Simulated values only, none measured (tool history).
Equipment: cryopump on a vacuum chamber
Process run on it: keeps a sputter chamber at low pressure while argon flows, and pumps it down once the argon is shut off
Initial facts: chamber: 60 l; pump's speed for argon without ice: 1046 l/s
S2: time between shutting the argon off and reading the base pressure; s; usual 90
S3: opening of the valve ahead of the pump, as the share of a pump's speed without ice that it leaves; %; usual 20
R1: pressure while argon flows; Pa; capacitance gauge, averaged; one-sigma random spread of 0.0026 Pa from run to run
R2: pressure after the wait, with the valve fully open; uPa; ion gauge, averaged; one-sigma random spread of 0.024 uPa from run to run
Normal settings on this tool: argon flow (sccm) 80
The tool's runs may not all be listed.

{"run": 1, "day": 0.0, "argon flow (sccm)": 80, "S2": 90, "S3": 20, "R1": 0.6693, "R2": 1.19}
{"run": 2, "day": 1.217, "argon flow (sccm)": 80, "S2": 90, "S3": 20, "R1": 0.6703, "R2": 1.18}
{"run": 3, "day": 1.983, "argon flow (sccm)": 80, "S2": 90, "S3": 20, "R1": 0.6706, "R2": 1.2}
{"run": 4, "day": 3.471, "argon flow (sccm)": 80, "S2": 54, "S3": 20, "R1": 0.6693, "R2": 1.57}
{"run": 5, "day": 4.221, "argon flow (sccm)": 93, "S2": 54, "S3": 20, "R1": 0.7864, "R2": 1.57}
{"run": 6, "day": 5.2, "argon flow (sccm)": 80, "S2": 21, "S3": 20, "R1": 0.6734, "R2": 3.03}
{"run": 7, "day": 6.675, "argon flow (sccm)": 33, "S2": 90, "S3": 20, "R1": 0.2758, "R2": 1.24}
{"run": 8, "day": 8.288, "argon flow (sccm)": 33, "S2": 90, "S3": 20, "R1": 0.2791, "R2": 1.26}
{"run": 9, "day": 9.229, "argon flow (sccm)": 33, "S2": 90, "S3": 20, "R1": 0.278, "R2": 1.24}
{"run": 10, "day": 10.879, "argon flow (sccm)": 33, "S2": 90, "S3": 20, "R1": 0.2796, "R2": 1.29}
{"run": 11, "day": 11.85, "argon flow (sccm)": 33, "S2": 90, "S3": 20, "R1": 0.2787, "R2": 1.33}
{"run": 12, "day": 13.488, "argon flow (sccm)": 33, "S2": 90, "S3": 20, "R1": 0.2784, "R2": 1.3}
{"run": 13, "day": 14.462, "argon flow (sccm)": 33, "S2": 90, "S3": 20, "R1": 0.2784, "R2": 1.31}
{"run": 14, "day": 16.062, "argon flow (sccm)": 90, "S2": 155, "S3": 20, "R1": 0.7639, "R2": 1.15}
{"run": 15, "day": 16.938, "argon flow (sccm)": 84, "S2": 88, "S3": 53, "R1": 0.2889, "R2": 1.36}
{"run": 16, "day": 17.871, "argon flow (sccm)": 84, "S2": 164, "S3": 30, "R1": 0.4833, "R2": 1.11}
{"run": 17, "day": 19.508, "argon flow (sccm)": 84, "S2": 164, "S3": 30, "R1": 0.4849, "R2": 1.15}
{"run": 18, "day": 20.375, "argon flow (sccm)": 84, "S2": 164, "S3": 30, "R1": 0.4908, "R2": 1.09}
{"run": 19, "day": 21.317, "argon flow (sccm)": 158, "S2": 90, "S3": 32, "R1": 0.8638, "R2": 1.39}
{"run": 20, "day": 22.975, "argon flow (sccm)": 67, "S2": 72, "S3": 32, "R1": 0.3681, "R2": 1.55}
{"run": 21, "day": 24.358, "argon flow (sccm)": 47, "S2": 44, "S3": 25, "R1": 0.3258, "R2": 2.05}
{"run": 22, "day": 25.362, "argon flow (sccm)": 63, "S2": 90, "S3": 20, "R1": 0.5368, "R2": 1.47}
{"run": 23, "day": 26.071, "argon flow (sccm)": 80, "S2": 90, "S3": 20, "R1": 0.6848, "R2": 1.49}
{"run": 24, "day": 27.062, "argon flow (sccm)": 80, "S2": 30, "S3": 42, "R1": 0.3447, "R2": 2.62}
{"run": 25, "day": 28.75, "argon flow (sccm)": 80, "S2": 30, "S3": 42, "R1": 0.3458, "R2": 2.66}
{"run": 26, "day": 29.567, "argon flow (sccm)": 54, "S2": 63, "S3": 15, "R1": 0.6058, "R2": 1.72}

Branching from run 26: 3 alternative next runs. What would each branch give?
{"run": "A", "day": 30.962, "argon flow (sccm)": 113, "S2": 90, "S3": 20, "R1": "?", "R2": "?"}
{"run": "B", "day": 30.962, "argon flow (sccm)": 80, "S2": 90, "S3": 20, "R1": "?", "R2": "?"}
{"run": "C", "day": 30.962, "argon flow (sccm)": 54, "S2": 63, "S3": 16, "R1": "?", "R2": "?"}

run=A R1=0.9747 R2=1.52
run=B R1=0.6852 R2=1.50
run=C R1=0.5749 R2=1.78
What these runs would have given with no unlogged condition in the tool:
run=A R1=0.9192 R2=0.85
run=B R1=0.6462 R2=0.82
run=C R1=0.5485 R2=1.10
